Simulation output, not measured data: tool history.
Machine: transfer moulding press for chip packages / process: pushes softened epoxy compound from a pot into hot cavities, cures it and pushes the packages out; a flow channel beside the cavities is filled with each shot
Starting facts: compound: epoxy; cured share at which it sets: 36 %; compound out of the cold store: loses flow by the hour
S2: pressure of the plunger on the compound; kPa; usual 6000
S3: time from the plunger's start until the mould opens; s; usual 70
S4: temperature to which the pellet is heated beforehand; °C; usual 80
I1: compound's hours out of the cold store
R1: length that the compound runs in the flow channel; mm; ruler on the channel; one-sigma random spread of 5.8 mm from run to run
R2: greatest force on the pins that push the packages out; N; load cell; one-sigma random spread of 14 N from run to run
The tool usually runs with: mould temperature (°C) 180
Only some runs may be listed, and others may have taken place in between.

run 1 hour=0 | mould_temperature_(°C)=180 S2=6000 S3=70 S4=80 | I1=44.9 | R1=577 R2=1085
-- hour=5.1 cavities cleaned with cleaning compound and waxed
run 2 hour=39.2 | mould_temperature_(°C)=180 S2=6000 S3=70 S4=80 | I1=23.7 | R1=617 R2=1032
-- hour=62.8 cavities cleaned with cleaning compound and waxed
run 3 hour=76.2 | mould_temperature_(°C)=180 S2=6000 S3=70 S4=80 | I1=40.1 | R1=580 R2=852
-- hour=121.6 cavities cleaned with cleaning compound and waxed
run 4 hour=134.1 | mould_temperature_(°C)=180 S2=6000 S3=70 S4=80 | I1=46.1 | R1=573 R2=809
-- hour=141.9 plunger's sealing rings changed
-- hour=182.8 cavities cleaned with cleaning compound and waxed
run 5 hour=193.3 | mould_temperature_(°C)=180 S2=6000 S3=70 S4=80 | I1=17.2 | R1=667 R2=883
-- hour=239.6 cavities cleaned with cleaning compound and waxed
run 6 hour=246.4 | mould_temperature_(°C)=180 S2=6000 S3=70 S4=80 | I1=41.6 | R1=624 R2=740
run 7 hour=280.4 | mould_temperature_(°C)=173 S2=6000 S3=70 S4=80 | I1=35.1 | R1=647 R2=1807
-- hour=296.1 cavities cleaned with cleaning compound and waxed
run 8 hour=338.6 | mould_temperature_(°C)=173 S2=6000 S3=70 S4=80 | I1=11 | R1=694 R2=2004
-- hour=352.6 cavities cleaned with cleaning compound and waxed
run 9 hour=391.2 | mould_temperature_(°C)=180 S2=6000 S3=70 S4=80 | I1=25.3 | R1=629 R2=1040
-- hour=412.2 cavities cleaned with cleaning compound and waxed
run 10 hour=444.4 | mould_temperature_(°C)=180 S2=6000 S3=70 S4=80 | I1=37.7 | R1=603 R2=946
-- hour=470.3 cavities cleaned with cleaning compound and waxed
run 11 hour=470.3 | mould_temperature_(°C)=180 S2=6000 S3=70 S4=80 | I1=28.7 | R1=621 R2=718
run 12 hour=506.7 | mould_temperature_(°C)=180 S2=6000 S3=80 S4=80 | I1=43.6 | R1=591 R2=757
-- hour=530.2 cavities cleaned with cleaning compound and waxed
run 13 hour=536.2 | mould_temperature_(°C)=180 S2=6000 S3=70 S4=80 | I1=45.8 | R1=568 R2=714
run 14 hour=567.6 | mould_temperature_(°C)=179 S2=5280 S3=95 S4=75 | I1=25.6 | R1=585 R2=689
-- hour=587.4 cavities cleaned with cleaning compound and waxed
run 15 hour=617.4 | mould_temperature_(°C)=179 S2=5280 S3=95 S4=75 | I1=41.5 | R1=554 R2=639
-- hour=646.3 cavities cleaned with cleaning compound and waxed
run 16 hour=674.5 | mould_temperature_(°C)=179 S2=5280 S3=95 S4=75 | I1=21.5 | R1=587 R2=631
-- hour=681.6 mould's thermocouples calibrated
-- hour=707.4 cavities cleaned with cleaning compound and waxed
run 17 hour=713.5 | mould_temperature_(°C)=179 S2=5280 S3=95 S4=75 | I1=27.4 | R1=565 R2=489
run 18 hour=756 | mould_temperature_(°C)=185 S2=4770 S3=62 S4=71 | I1=8.4 | R1=541 R2=1086
-- hour=763.4 plunger's sealing rings changed
-- hour=769 mould's thermocouples calibrated, once more
-- hour=770.5 cavities cleaned with cleaning compound and waxed
run 19 hour=811.7 | mould_temperature_(°C)=172 S2=6450 S3=62 S4=71 | I1=31.4 | R1=683 R2=2534
-- hour=828 cavities cleaned with cleaning compound and waxed
run 20 hour=870.2 | mould_temperature_(°C)=177 S2=5630 S3=74 S4=71 | I1=25 | R1=626 R2=1178
-- hour=885.1 cavities cleaned with cleaning compound and waxed
run 21 hour=899.1 | mould_temperature_(°C)=187 S2=6000 S3=97 S4=89 | I1=36.4 | R1=594 R2=519
-- hour=944.3 cavities cleaned with cleaning compound and waxed
run 22 hour=950.4 | mould_temperature_(°C)=187 S2=6000 S3=97 S4=89 | I1=39.6 | R1=578 R2=452
run 23 hour=993.2 | mould_temperature_(°C)=187 S2=5360 S3=97 S4=70 | I1=9.9 | R1=601 R2=656
-- hour=1004.9 cavities cleaned with cleaning compound and waxed
run 24 hour=1024.4 | mould_temperature_(°C)=176 S2=5730 S3=69 S4=79 | I1=22.6 | R1=633 R2=1261
-- hour=1062.5 cavities cleaned with cleaning compound and waxed
run 25 hour=1082.8 | mould_temperature_(°C)=176 S2=5090 S3=70 S4=82 | I1=38.3 | R1=570 R2=1162
-- hour=1120.3 cavities cleaned with cleaning compound and waxed
run 26 hour=1143.9 | mould_temperature_(°C)=176 S2=4580 S3=70 S4=89 | I1=41.9 | R1=519 R2=1128

Predict each of these 3 candidate next runs independently; none follows another, all start after run 26:
-- hour=1179.5 cavities cleaned with cleaning compound and waxed
run A hour=1180.7 | mould_temperature_(°C)=175 S2=7350 S3=65 S4=80 | I1=43.6 | R1=? R2=?
-- hour=1179.5 cavities cleaned with cleaning compound and waxed
run B hour=1180.7 | mould_temperature_(°C)=176 S2=7300 S3=70 S4=89 | I1=27.1 | R1=? R2=?
-- hour=1179.5 cavities cleaned with cleaning compound and waxed
run C hour=1180.7 | mould_temperature_(°C)=182 S2=6000 S3=70 S4=71 | I1=31.2 | R1=? R2=?

run=A R1=654 R2=1188
run=B R1=684 R2=920
run=C R1=592 R2=603
The same runs, with their run-to-run variation unchanged, on a tool lacking any hidden condition would have given:
run=A R1=696 R2=1189
run=B R1=729 R2=930
run=C R1=630 R2=601
